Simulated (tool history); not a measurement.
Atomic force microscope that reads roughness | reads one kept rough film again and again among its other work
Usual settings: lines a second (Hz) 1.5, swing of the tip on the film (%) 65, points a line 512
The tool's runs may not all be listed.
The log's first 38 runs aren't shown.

run    hour  lines a second (Hz)  swing of the tip on the film (%)  points a line  roughness of the kept film (nm (root mean square))
 39  1146.2                 1.07                                62            739                                               0.898
 40  1174.1                 1.07                                62            739                                               0.877
 41    1214                 1.07                                87            365                                               0.774
 42  1246.8                 1.07                                87            365                                               0.749
     1260.4  -- new tip fitted
 43  1265.7                  0.7                                72            495                                               0.959
 44  1294.2                  0.7                                72            495                                               0.926
 45  1325.7                 1.04                                65            407                                               0.908
 46  1365.5                 0.98                                65            407                                               0.877

Forecast each of these 4 alternatives for the next run:
  A  1387.4                 0.98                                66            407                                                   ?
  B  1387.4                 0.98                                84            379                                                   ?
  C  1387.4                 1.08                                57            407                                                   ?
  D  1387.4                  1.5                                65            728                                                   ?

run  roughness of the kept film (nm (root mean square))
  A                                                0.86
  B                                               0.803
  C                                               0.875
  D                                               0.854
Without the tool's hidden state the same runs would have given:
run  roughness of the kept film (nm (root mean square))
  A                                                0.96
  B                                               0.897
  C                                               0.976
  D                                               0.953

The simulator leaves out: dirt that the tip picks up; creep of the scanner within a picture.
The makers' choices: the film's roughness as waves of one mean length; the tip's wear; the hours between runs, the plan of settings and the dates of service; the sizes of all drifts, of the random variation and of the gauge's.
